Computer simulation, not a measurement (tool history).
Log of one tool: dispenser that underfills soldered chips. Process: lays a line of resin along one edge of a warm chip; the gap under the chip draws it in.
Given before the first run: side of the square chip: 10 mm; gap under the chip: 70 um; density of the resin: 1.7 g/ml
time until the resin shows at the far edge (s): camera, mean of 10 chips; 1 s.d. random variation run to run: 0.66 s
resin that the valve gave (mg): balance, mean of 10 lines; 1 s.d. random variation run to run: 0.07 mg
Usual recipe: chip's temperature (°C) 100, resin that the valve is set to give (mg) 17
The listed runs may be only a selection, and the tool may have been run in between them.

run	hour	chip's temperature (°C)	resin that the valve is set to give (mg)	time until the resin shows at the far edge (s)	resin that the valve gave (mg)
1	0	100	17	86.2	16.72
# hour 1: new syringe of resin
2	11.1	100	17	78.5	16.8
# hour 15.4: new syringe of resin
3	22.4	100	17	73.6	16.73
4	27.4	100	17	83	16.48
# hour 30.2: new syringe of resin
5	37.3	100	17	71.4	16.4
# hour 40.7: dispensing valve cleaned and set on the balance
# hour 45.4: new syringe of resin
6	45.4	102	17	54.2	16.96
7	54.9	102	17	72	17.03
# hour 59.9: new syringe of resin
8	64.2	102	17	63	16.91
# hour 74.6: new syringe of resin
9	74.6	100	17	60.6	16.7
10	84.9	100	17	80.3	16.57
# hour 89.4: new syringe of resin
11	95.6	100	17	71.1	16.65
# hour 103.9: new syringe of resin
# hour 106.5: dispensing valve cleaned and set on the balance
12	107	100	17	64.8	16.98
13	117.2	100	17	85.3	16.88
# hour 119.3: new syringe of resin
14	129.5	104	17	67.3	16.92
# hour 134: new syringe of resin
15	135	100	17	62.9	16.84
16	141.4	100	17	75.3	16.63
# hour 148.5: new syringe of resin
17	150	100	17	64.4	16.63
18	157.4	100	17	77.4	16.62
# hour 162.9: new syringe of resin
19	167.7	111	21.7	43	20.97
# hour 172.2: dispensing valve cleaned and set on the balance
# hour 178.2: new syringe of resin
20	178.2	111	21.7	37.7	21.68
21	185	102	15.6	67.2	15.47
# hour 193.1: new syringe of resin
22	195.2	102	15.6	60.9	15.42
23	205.4	98	20.6	91.7	20.55
# hour 207.9: new syringe of resin
24	212.2	105	16.7	57.4	16.45
25	220.6	105	16.7	71.1	16.34
# hour 223: new syringe of resin
26	227.6	105	16.7	57.4	16.32
# hour 237.8: dispensing valve cleaned and set on the balance
27	237.8	105	14.9	74.5	14.95
# hour 238.6: new syringe of resin
28	248.5	97	17.4	90.8	17.41
# hour 253.3: new syringe of resin
29	258.2	100	16.2	70.2	16.06
# hour 267.6: new syringe of resin
30	267.9	102	21.3	55.1	21.02
31	272.8	101	15.2	69.9	14.85
32	280.2	100	19.3	82.7	18.88
# hour 282.3: new syringe of resin
33	286	99	21	68.3	20.64
34	292.4	114	16	46.1	15.57

Alternative continuations, all from the tool just after run 34; predict every row:
# hour 297: new syringe of resin
A	299.7	107	19.4	?	?
# hour 297: new syringe of resin
B	299.7	89	21.3	?	?
# hour 297: new syringe of resin
C	299.7	93	15.7	?	?
# hour 297: new syringe of resin
D	299.7	98	14.4	?	?

run	time until the resin shows at the far edge (s)	resin that the valve gave (mg)
A	47.9	18.85
B	103.3	20.58
C	90	15.25
D	75.9	13.83
Without the tool's hidden state the same runs would have given:
run	time until the resin shows at the far edge (s)	resin that the valve gave (mg)
A	42.7	19.41
B	91.8	21.2
C	79.5	15.7
D	66.8	14.25

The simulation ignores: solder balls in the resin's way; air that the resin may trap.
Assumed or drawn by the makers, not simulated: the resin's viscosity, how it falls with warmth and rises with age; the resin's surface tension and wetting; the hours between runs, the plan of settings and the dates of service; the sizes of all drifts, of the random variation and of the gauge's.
